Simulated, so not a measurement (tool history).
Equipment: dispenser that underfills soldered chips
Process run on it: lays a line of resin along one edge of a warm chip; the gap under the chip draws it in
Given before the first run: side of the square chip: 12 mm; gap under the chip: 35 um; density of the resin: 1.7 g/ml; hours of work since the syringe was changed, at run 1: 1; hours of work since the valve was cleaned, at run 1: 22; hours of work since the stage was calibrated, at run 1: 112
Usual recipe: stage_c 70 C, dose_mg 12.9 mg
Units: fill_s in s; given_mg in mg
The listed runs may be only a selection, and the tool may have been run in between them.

| run | hour | stage_c | dose_mg | hours of work since the syringe was changed | hours of work since the valve was cleaned | hours of work since the stage was calibrated | fill_s | given_mg |
|---|---|---|---|---|---|---|---|---|
| 1 | 0.0 | 70 | 12.9 | 1 | 22 | 112 | 115.1 | 12.70 |
| 2 | 5.9 | 78 | 12.9 | 5 | 26 | 117 | 118.8 | 12.68 |
|  | 8.4 | new syringe of resin |
| 3 | 12.1 | 70 | 12.9 | 3 | 31 | 121 | 133.4 | 12.60 |
| 4 | 15.8 | 70 | 12.9 | 6 | 34 | 124 | 170.5 | 12.56 |
|  | 18.4 | new syringe of resin |
| 5 | 22.0 | 70 | 12.9 | 3 | 38 | 128 | 132.9 | 12.39 |
|  | 28.2 | new syringe of resin |
| 6 | 28.4 | 70 | 12.9 | 0 | 43 | 133 | 107.5 | 12.40 |
| 7 | 31.4 | 70 | 12.9 | 2 | 45 | 135 | 132.5 | 12.45 |
|  | 37.9 | new syringe of resin |
| 8 | 37.9 | 59 | 13.7 | 0 | 50 | 140 | 181.9 | 12.91 |
| 9 | 41.3 | 57 | 13.4 | 3 | 52 | 142 | 250.2 | 12.68 |
| 10 | 44.3 | 83 | 13.1 | 5 | 54 | 145 | 86.1 | 12.43 |

Predict each of these 4 candidate next runs independently; none follows another, all start after run 10:
|  | 47.6 | new syringe of resin |
| A | 49.4 | 83 | 16.7 | 1 | 58 | 148 | ? | ? |
|  | 47.6 | new syringe of resin |
| B | 49.4 | 73 | 14.1 | 1 | 58 | 148 | ? | ? |
|  | 47.6 | new syringe of resin |
| C | 49.4 | 62 | 13.1 | 1 | 58 | 148 | ? | ? |
|  | 47.6 | new syringe of resin |
| D | 49.4 | 58 | 13.1 | 1 | 58 | 148 | ? | ? |

| run | fill_s | given_mg |
|---|---|---|
| A | 61.5 | 15.90 |
| B | 100.8 | 13.30 |
| C | 177.9 | 12.53 |
| D | 215.2 | 12.39 |
Without the tool's hidden state the same runs would have given:
| run | fill_s | given_mg |
|---|---|---|
| A | 56.7 | 16.75 |
| B | 92.9 | 14.01 |
| C | 163.7 | 13.20 |
| D | 198.4 | 13.06 |

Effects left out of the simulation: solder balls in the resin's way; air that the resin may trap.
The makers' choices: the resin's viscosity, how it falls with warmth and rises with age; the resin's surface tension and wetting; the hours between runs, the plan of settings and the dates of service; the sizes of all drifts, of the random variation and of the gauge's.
